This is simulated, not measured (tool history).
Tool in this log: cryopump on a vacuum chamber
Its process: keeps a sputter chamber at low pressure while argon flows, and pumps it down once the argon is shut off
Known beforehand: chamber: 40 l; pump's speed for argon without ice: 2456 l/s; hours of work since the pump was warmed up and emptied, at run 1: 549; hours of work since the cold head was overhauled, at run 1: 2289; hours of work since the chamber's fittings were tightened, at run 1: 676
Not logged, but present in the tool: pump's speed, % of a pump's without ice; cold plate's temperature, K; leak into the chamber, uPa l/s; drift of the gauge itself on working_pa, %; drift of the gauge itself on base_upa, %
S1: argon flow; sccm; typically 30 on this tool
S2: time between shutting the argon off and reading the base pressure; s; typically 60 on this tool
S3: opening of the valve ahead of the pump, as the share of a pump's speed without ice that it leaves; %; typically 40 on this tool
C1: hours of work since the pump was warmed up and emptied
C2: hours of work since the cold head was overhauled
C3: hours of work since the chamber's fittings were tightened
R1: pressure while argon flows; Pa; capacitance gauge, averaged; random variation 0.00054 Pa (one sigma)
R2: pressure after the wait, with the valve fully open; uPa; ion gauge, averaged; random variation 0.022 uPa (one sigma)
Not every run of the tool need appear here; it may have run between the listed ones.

Run 1, hour 0: usual settings; C1 549; C2 2289; C3 676. Result: R1 0.055 Pa, R2 1 uPa.
Run 2, hour 59.9: usual settings; C1 598; C2 2337; C3 724. Result: R1 0.0565 Pa, R2 1.03 uPa.
Run 3, hour 159: usual settings but S1 15 sccm; C1 679; C2 2418; C3 805. Result: R1 0.0275 Pa, R2 1.12 uPa.
Run 4, hour 210.2: usual settings but S1 47 sccm; C1 720; C2 2459; C3 846. Result: R1 0.0885 Pa, R2 1.13 uPa.
Run 5, hour 264.7: usual settings but S1 16 sccm; C1 764; C2 2504; C3 891. Result: R1 0.0303 Pa, R2 1.14 uPa.
At hour 332.9: pump warmed up, emptied and cooled again.
Run 6, hour 353.5: usual settings but S1 16 sccm; C1 17; C2 2572; C3 959. Result: R1 0.0282 Pa, R2 1.1 uPa.
Run 7, hour 432.1: usual settings but S1 16 sccm; C1 81; C2 2636; C3 1023. Result: R1 0.0286 Pa, R2 1.07 uPa.
Run 8, hour 527.7: usual settings but S1 16 sccm; C1 158; C2 2714; C3 1100. Result: R1 0.0283 Pa, R2 1.25 uPa.
Run 9, hour 608: usual settings but S1 16 sccm; C1 224; C2 2779; C3 1166. Result: R1 0.0287 Pa, R2 1.24 uPa.
Run 10, hour 682.7: usual settings but S1 16 sccm; C1 284; C2 2840; C3 1226. Result: R1 0.0286 Pa, R2 1.26 uPa.
Run 11, hour 765: usual settings but S1 22 sccm; C1 351; C2 2906; C3 1293. Result: R1 0.0404 Pa, R2 1.34 uPa.
Run 12, hour 867.7: usual settings but S1 22 sccm; C1 435; C2 2990; C3 1377. Result: R1 0.0414 Pa, R2 1.45 uPa.
Run 13, hour 931.7: usual settings but S1 45 sccm; C1 487; C2 3042; C3 1429. Result: R1 0.0839 Pa, R2 1.43 uPa.
Run 14, hour 1041.5: usual settings but S1 45 sccm; C1 576; C2 3131; C3 1518. Result: R1 0.0844 Pa, R2 1.46 uPa.
Run 15, hour 1151: usual settings; C1 665; C2 3220; C3 1607. Result: R1 0.0573 Pa, R2 1.65 uPa.
Run 16, hour 1198.4: usual settings; C1 704; C2 3259; C3 1646. Result: R1 0.0575 Pa, R2 1.66 uPa.
Run 17, hour 1280.1: usual settings but S1 22 sccm; C1 770; C2 3325; C3 1712. Result: R1 0.0419 Pa, R2 1.76 uPa.
At hour 1341.9: pump warmed up, emptied and cooled again.
Run 18, hour 1395.8: usual settings but S1 56 sccm, S3 37 %; C1 44; C2 3415; C3 1802. Result: R1 0.1075 Pa, R2 1.55 uPa.
Run 19, hour 1448.7: usual settings but S1 46 sccm, S2 39 s, S3 37 %; C1 87; C2 3458; C3 1845. Result: R1 0.087 Pa, R2 1.89 uPa.
At hour 1510.7: leaking fittings of the chamber tightened, without venting.
Run 20, hour 1552.4: usual settings but S1 46 sccm, S2 39 s, S3 37 %; C1 170; C2 3541; C3 34. Result: R1 0.0907 Pa, R2 0.87 uPa.
Run 21, hour 1643.1: usual settings but S1 46 sccm, S2 39 s, S3 37 %; C1 243; C2 3615; C3 108. Result: R1 0.0901 Pa, R2 0.93 uPa.
Run 22, hour 1712.9: usual settings but S1 46 sccm, S2 39 s, S3 37 %; C1 300; C2 3671; C3 164. Result: R1 0.0904 Pa, R2 0.96 uPa.
Run 23, hour 1823.4: usual settings but S1 49 sccm, S2 208 s, S3 34 %; C1 390; C2 3761; C3 254. Result: R1 0.1057 Pa, R2 0.44 uPa.
Run 24, hour 1871.6: usual settings but S1 49 sccm, S2 208 s, S3 34 %; C1 429; C2 3800; C3 293. Result: R1 0.1052 Pa, R2 0.5 uPa.
Run 25, hour 1967.7: usual settings but S2 229 s, S3 34 %; C1 507; C2 3879; C3 372. Result: R1 0.0651 Pa, R2 0.5 uPa.
Run 26, hour 2068.7: usual settings but S1 15 sccm, S2 86 s, S3 22 %; C1 589; C2 3961; C3 454. Result: R1 0.0497 Pa, R2 0.76 uPa.
Run 27, hour 2148.9: usual settings but S1 15 sccm, S2 178 s, S3 29 %; C1 654; C2 4026; C3 519. Result: R1 0.0396 Pa, R2 0.69 uPa.
Run 28, hour 2227.5: usual settings but S1 15 sccm, S2 178 s, S3 29 %; C1 718; C2 4090; C3 583. Result: R1 0.039 Pa, R2 0.74 uPa.
Run 29, hour 2274.5: usual settings but S1 15 sccm, S2 178 s, S3 36 %; C1 757; C2 4128; C3 621. Result: R1 0.0316 Pa, R2 0.73 uPa.
Run 30, hour 2329.1: usual settings but S1 15 sccm, S2 256 s, S3 23 %; C1 801; C2 4172; C3 665. Result: R1 0.048 Pa, R2 0.73 uPa.
At hour 2354.1: pump warmed up, emptied and cooled again.
Run 31, hour 2441.9: usual settings but S1 24 sccm, S2 22 s; C1 71; C2 4260; C3 753. Result: R1 0.0425 Pa, R2 1.82 uPa.
Run 32, hour 2494.8: usual settings but S1 15 sccm, S2 31 s; C1 114; C2 4303; C3 796. Result: R1 0.0272 Pa, R2 1.48 uPa.
Run 33, hour 2557: usual settings but S1 27 sccm, S2 36 s, S3 46 %; C1 165; C2 4354; C3 847. Result: R1 0.0426 Pa, R2 1.39 uPa.

Hidden state at the last listed run before each entry between runs and at the first one after, where it differs:
Logged between run 5 and run 6: pump warmed up, emptied and cooled again (hour 332.9)
  pump's speed, % of a pump's without ice: 81.9 -> 98.2; cold plate's temperature, K: 14.1 -> 14.16; leak into the chamber, uPa l/s: 1380 -> 1458
  measured less the result without the state, R1: +0.003 -> +0.0007 Pa; R2: +0.58 -> +0.51 uPa
Logged between run 17 and run 18: pump warmed up, emptied and cooled again (hour 1341.9)
  pump's speed, % of a pump's without ice: 81.4 -> 98.2; cold plate's temperature, K: 14.77 -> 14.84; leak into the chamber, uPa l/s: 2424 -> 2546
  measured less the result without the state, R1: +0.0045 -> +0.003 Pa; R2: +1.16 -> +0.97 uPa
Logged between run 19 and run 20: leaking fittings of the chamber tightened, without venting (hour 1510.7)
  pump's speed, % of a pump's without ice: 97.2 -> 95.3; cold plate's temperature, K: 14.88 -> 14.94; leak into the chamber, uPa l/s: 2599 -> 365
  measured less the result without the state, R1: +0.0029 -> +0.0037 Pa; R2: +1.04 -> +0.04 uPa
Logged between run 30 and run 31: pump warmed up, emptied and cooled again (hour 2354.1)
  pump's speed, % of a pump's without ice: 81.1 -> 98.1; cold plate's temperature, K: 15.48 -> 15.55; leak into the chamber, uPa l/s: 1187 -> 1301
  measured less the result without the state, R1: +0.0033 -> +0.0016 Pa; R2: +0.52 -> +0.46 uPa
